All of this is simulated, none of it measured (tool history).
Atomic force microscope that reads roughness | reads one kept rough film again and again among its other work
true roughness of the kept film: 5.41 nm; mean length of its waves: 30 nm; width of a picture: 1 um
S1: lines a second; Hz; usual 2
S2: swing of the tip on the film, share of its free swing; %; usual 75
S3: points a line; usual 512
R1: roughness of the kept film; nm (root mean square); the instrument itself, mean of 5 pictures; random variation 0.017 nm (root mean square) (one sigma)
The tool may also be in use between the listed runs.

Run 1, hour 0: usual settings. Result: R1 3.142 nm (root mean square).
Run 2, hour 33.3: usual settings. Result: R1 2.92 nm (root mean square).
Run 3, hour 56: usual settings. Result: R1 2.77 nm (root mean square).
At hour 68.2: new tip fitted.
Run 4, hour 95.2: usual settings. Result: R1 3.842 nm (root mean square).
Run 5, hour 120.7: usual settings but S1 2.01 Hz. Result: R1 3.535 nm (root mean square).
Run 6, hour 140.6: usual settings but S1 2.01 Hz, S2 67 %. Result: R1 3.414 nm (root mean square).
Run 7, hour 184.7: usual settings but S2 73 %. Result: R1 3.019 nm (root mean square).
Run 8, hour 230.4: usual settings. Result: R1 2.744 nm (root mean square).
At hour 255.4: new tip fitted.
Run 9, hour 277.6: usual settings. Result: R1 3.908 nm (root mean square).
Run 10, hour 299.1: usual settings. Result: R1 3.617 nm (root mean square).
Run 11, hour 332.3: usual settings. Result: R1 3.318 nm (root mean square).
Run 12, hour 358: usual settings. Result: R1 3.089 nm (root mean square).
Run 13, hour 381.9: usual settings but S2 64 %. Result: R1 2.999 nm (root mean square).
Run 14, hour 412.6: usual settings but S2 64 %. Result: R1 2.83 nm (root mean square).
Run 15, hour 436.4: usual settings but S2 64 %. Result: R1 2.698 nm (root mean square).
At hour 439.9: new tip fitted.
Run 16, hour 481.8: usual settings but S2 64 %. Result: R1 3.747 nm (root mean square).
Run 17, hour 509.5: usual settings. Result: R1 3.441 nm (root mean square).
Run 18, hour 537.2: usual settings. Result: R1 3.173 nm (root mean square).
Run 19, hour 579.8: usual settings. Result: R1 2.865 nm (root mean square).
Run 20, hour 601.1: usual settings but S2 81 %. Result: R1 2.721 nm (root mean square).
At hour 626.9: new tip fitted.
Run 21, hour 641.5: usual settings but S2 81 %. Result: R1 3.938 nm (root mean square).
Run 22, hour 674.9: usual settings but S1 3.57 Hz, S2 66 %, S3 276. Result: R1 3.557 nm (root mean square).
Run 23, hour 704.4: usual settings but S1 2.16 Hz, S2 73 %. Result: R1 3.346 nm (root mean square).
Run 24, hour 728.8: usual settings but S1 1.65 Hz. Result: R1 3.191 nm (root mean square).
Run 25, hour 778.1: usual settings but S1 1.65 Hz. Result: R1 2.849 nm (root mean square).
At hour 811.9: new tip fitted.
Run 26, hour 817.6: usual settings but S1 0.78 Hz, S2 85 %, S3 268. Result: R1 4.06 nm (root mean square).
Run 27, hour 858.6: usual settings but S1 0.56 Hz, S3 513. Result: R1 3.744 nm (root mean square).
Run 28, hour 883: usual settings but S1 0.56 Hz, S3 513. Result: R1 3.501 nm (root mean square).
Run 29, hour 912.8: usual settings but S1 0.56 Hz, S3 513. Result: R1 3.278 nm (root mean square).
Run 30, hour 936.8: usual settings but S1 2.01 Hz, S2 90 %. Result: R1 2.868 nm (root mean square).
Run 31, hour 971.7: usual settings but S1 0.86 Hz, S2 88 %. Result: R1 2.831 nm (root mean square).
At hour 998.8: new tip fitted.
Run 32, hour 998.8: usual settings but S1 0.86 Hz, S2 88 %. Result: R1 4.269 nm (root mean square).
Run 33, hour 1032.3: usual settings but S1 2.87 Hz, S2 83 %. Result: R1 3.603 nm (root mean square).
Run 34, hour 1078.6: usual settings but S1 2.87 Hz, S2 83 %. Result: R1 3.167 nm (root mean square).
Run 35, hour 1122.3: usual settings but S1 2.87 Hz, S2 83 %. Result: R1 2.894 nm (root mean square).
Run 36, hour 1152.5: usual settings but S1 2.87 Hz, S2 83 %. Result: R1 2.679 nm (root mean square).
Run 37, hour 1174.6: usual settings but S1 1.99 Hz, S3 682. Result: R1 2.717 nm (root mean square).
At hour 1184.5: new tip fitted.
Run 38, hour 1208.7: usual settings but S1 3.58 Hz, S2 83 %. Result: R1 3.569 nm (root mean square).
Run 39, hour 1250.4: usual settings but S1 3.58 Hz, S2 55 %, S3 905. Result: R1 3.472 nm (root mean square).
Run 40, hour 1291.3: usual settings but S1 3.58 Hz, S2 55 %, S3 905. Result: R1 3.153 nm (root mean square).
Run 41, hour 1315.3: usual settings but S1 0.85 Hz. Result: R1 3.005 nm (root mean square).
Run 42, hour 1357.4: usual settings but S1 2.86 Hz, S2 63 %. Result: R1 2.69 nm (root mean square).

Forecast each of these 3 alternatives for the next run:
At hour 1373.2: new tip fitted.
Run A, hour 1394.6: usual settings but S1 2.86 Hz, S2 63 %, S3 550. Result: R1 ?.
At hour 1373.2: new tip fitted.
Run B, hour 1394.6: usual settings but S1 2.55 Hz, S2 63 %, S3 741. Result: R1 ?.
At hour 1373.2: new tip fitted.
Run C, hour 1394.6: usual settings but S1 0.74 Hz, S2 71 %, S3 340. Result: R1 ?.

run     R1
  A  3.889
  B  3.911
  C  3.956
Without the tool's hidden state the same runs would have given:
run     R1
  A  4.219
  B  4.243
  C  4.292
